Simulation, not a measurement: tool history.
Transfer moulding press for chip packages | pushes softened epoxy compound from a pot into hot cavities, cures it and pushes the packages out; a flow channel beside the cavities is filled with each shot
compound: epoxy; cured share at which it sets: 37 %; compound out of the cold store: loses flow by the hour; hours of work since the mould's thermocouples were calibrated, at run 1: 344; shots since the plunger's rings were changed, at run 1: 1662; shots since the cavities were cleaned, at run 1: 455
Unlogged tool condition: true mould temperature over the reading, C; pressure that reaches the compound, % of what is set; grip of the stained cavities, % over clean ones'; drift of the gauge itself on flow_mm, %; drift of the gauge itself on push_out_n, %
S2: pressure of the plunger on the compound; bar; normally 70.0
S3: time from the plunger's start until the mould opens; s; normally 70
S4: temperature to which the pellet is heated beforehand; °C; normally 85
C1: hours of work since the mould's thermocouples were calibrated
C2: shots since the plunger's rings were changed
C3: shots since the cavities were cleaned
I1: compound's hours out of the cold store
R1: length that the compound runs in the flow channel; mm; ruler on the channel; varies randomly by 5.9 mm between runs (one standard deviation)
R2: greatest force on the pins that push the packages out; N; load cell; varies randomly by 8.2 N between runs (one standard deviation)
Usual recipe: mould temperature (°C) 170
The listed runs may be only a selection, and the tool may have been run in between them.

run 1 hour=0.0 | mould_temperature_(°C)=170 S2=70.0 S3=70 S4=85 | C1=344 C2=1662 C3=455 | I1=17.1 | R1=743 R2=687
-- hour=6.1 cavities cleaned with cleaning compound and waxed
run 2 hour=31.3 | mould_temperature_(°C)=170 S2=70.0 S3=70 S4=85 | C1=360 C2=2030 C3=311 | I1=17.4 | R1=733 R2=612
-- hour=48.9 cavities cleaned with cleaning compound and waxed
run 3 hour=72.0 | mould_temperature_(°C)=167 S2=70.0 S3=70 S4=85 | C1=382 C2=2512 C3=284 | I1=36.8 | R1=664 R2=705
-- hour=91.9 cavities cleaned with cleaning compound and waxed
run 4 hour=118.4 | mould_temperature_(°C)=170 S2=70.0 S3=70 S4=85 | C1=407 C2=3066 C3=327 | I1=46.5 | R1=605 R2=561
-- hour=133.8 cavities cleaned with cleaning compound and waxed
run 5 hour=150.6 | mould_temperature_(°C)=170 S2=70.0 S3=70 S4=85 | C1=425 C2=3444 C3=207 | I1=29.4 | R1=662 R2=546
-- hour=174.8 cavities cleaned with cleaning compound and waxed
run 6 hour=194.4 | mould_temperature_(°C)=170 S2=70.0 S3=70 S4=85 | C1=448 C2=3965 C3=241 | I1=19.1 | R1=696 R2=585
-- hour=221.2 cavities cleaned with cleaning compound and waxed
run 7 hour=246.2 | mould_temperature_(°C)=170 S2=70.0 S3=70 S4=85 | C1=477 C2=4585 C3=308 | I1=30.5 | R1=639 R2=605
-- hour=264.1 cavities cleaned with cleaning compound and waxed
-- hour=283.8 plunger's sealing rings changed
run 8 hour=285.3 | mould_temperature_(°C)=170 S2=64.7 S3=70 S4=85 | C1=496 C2=17 C3=229 | I1=48.0 | R1=625 R2=540
-- hour=310.0 cavities cleaned with cleaning compound and waxed
run 9 hour=322.3 | mould_temperature_(°C)=170 S2=64.7 S3=70 S4=85 | C1=516 C2=455 C3=151 | I1=15.7 | R1=729 R2=531
-- hour=353.9 cavities cleaned with cleaning compound and waxed
run 10 hour=381.7 | mould_temperature_(°C)=170 S2=80.1 S3=70 S4=85 | C1=549 C2=1168 C3=343 | I1=16.9 | R1=792 R2=635
-- hour=397.0 cavities cleaned with cleaning compound and waxed
-- hour=440.1 cavities cleaned with cleaning compound and waxed
run 11 hour=446.1 | mould_temperature_(°C)=170 S2=70.0 S3=70 S4=78 | C1=583 C2=1926 C3=75 | I1=9.9 | R1=760 R2=530
-- hour=481.3 cavities cleaned with cleaning compound and waxed
run 12 hour=500.7 | mould_temperature_(°C)=170 S2=70.0 S3=70 S4=87 | C1=613 C2=2579 C3=239 | I1=39.4 | R1=643 R2=528
-- hour=526.8 cavities cleaned with cleaning compound and waxed
run 13 hour=535.6 | mould_temperature_(°C)=170 S2=70.0 S3=70 S4=85 | C1=632 C2=2991 C3=109 | I1=43.8 | R1=615 R2=453
run 14 hour=561.4 | mould_temperature_(°C)=169 S2=70.0 S3=70 S4=82 | C1=647 C2=3308 C3=426 | I1=10.8 | R1=717 R2=810
-- hour=568.5 cavities cleaned with cleaning compound and waxed
-- hour=574.4 mould's thermocouples calibrated
-- hour=613.9 cavities cleaned with cleaning compound and waxed
run 15 hour=622.5 | mould_temperature_(°C)=169 S2=86.6 S3=70 S4=86 | C1=26 C2=4000 C3=105 | I1=27.3 | R1=740 R2=488
-- hour=658.2 cavities cleaned with cleaning compound and waxed
run 16 hour=663.4 | mould_temperature_(°C)=170 S2=70.0 S3=65 S4=92 | C1=48 C2=4485 C3=64 | I1=8.1 | R1=727 R2=581
run 17 hour=696.3 | mould_temperature_(°C)=170 S2=70.0 S3=65 S4=82 | C1=67 C2=4891 C3=470 | I1=36.0 | R1=617 R2=804
-- hour=701.8 cavities cleaned with cleaning compound and waxed
-- hour=709.3 plunger's sealing rings changed
-- hour=747.3 cavities cleaned with cleaning compound and waxed
run 18 hour=747.5 | mould_temperature_(°C)=170 S2=70.0 S3=51 S4=82 | C1=92 C2=453 C3=3 | I1=26.9 | R1=695 R2=917
run 19 hour=781.9 | mould_temperature_(°C)=177 S2=70.0 S3=70 S4=76 | C1=112 C2=877 C3=427 | I1=32.5 | R1=666 R2=459
-- hour=788.1 cavities cleaned with cleaning compound and waxed
run 20 hour=811.8 | mould_temperature_(°C)=170 S2=60.5 S3=70 S4=89 | C1=128 C2=1228 C3=293 | I1=30.6 | R1=642 R2=551
-- hour=829.8 cavities cleaned with cleaning compound and waxed
run 21 hour=846.7 | mould_temperature_(°C)=170 S2=70.0 S3=51 S4=85 | C1=147 C2=1639 C3=209 | I1=25.5 | R1=711 R2=1257
-- hour=874.3 cavities cleaned with cleaning compound and waxed
run 22 hour=905.9 | mould_temperature_(°C)=170 S2=81.2 S3=70 S4=91 | C1=179 C2=2349 C3=388 | I1=15.9 | R1=771 R2=629
-- hour=915.5 cavities cleaned with cleaning compound and waxed
run 23 hour=953.1 | mould_temperature_(°C)=172 S2=58.8 S3=70 S4=94 | C1=205 C2=2913 C3=463 | I1=33.0 | R1=595 R2=550
-- hour=957.5 cavities cleaned with cleaning compound and waxed
-- hour=999.9 cavities cleaned with cleaning compound and waxed
run 24 hour=1001.0 | mould_temperature_(°C)=171 S2=58.8 S3=70 S4=85 | C1=230 C2=3466 C3=14 | I1=14.3 | R1=652 R2=402
run 25 hour=1026.9 | mould_temperature_(°C)=171 S2=58.8 S3=70 S4=85 | C1=244 C2=3785 C3=333 | I1=42.7 | R1=564 R2=529

Measured less the same run without the tool's hidden state. The same run-to-run variation is in both; the gauge's scatter may not be:
run=1 R1=-25 R2=+300
run=2 R1=-30 R2=+233
run=3 R1=-34 R2=+247
run=4 R1=-40 R2=+216
run=5 R1=-48 R2=+173
run=6 R1=-60 R2=+209
run=7 R1=-65 R2=+225
run=8 R1=+1 R2=+176
run=9 R1=-4 R2=+150
run=10 R1=-16 R2=+256
run=11 R1=-28 R2=+107
run=12 R1=-34 R2=+182
run=13 R1=-38 R2=+109
run=14 R1=-50 R2=+371
run=15 R1=-67 R2=+95
run=16 R1=-74 R2=+90
run=17 R1=-69 R2=+351
run=18 R1=-8 R2=+53
run=19 R1=-12 R2=+193
run=20 R1=-16 R2=+190
run=21 R1=-25 R2=+382
run=22 R1=-38 R2=+254
run=23 R1=-36 R2=+242
run=24 R1=-49 R2=+34
run=25 R1=-46 R2=+196
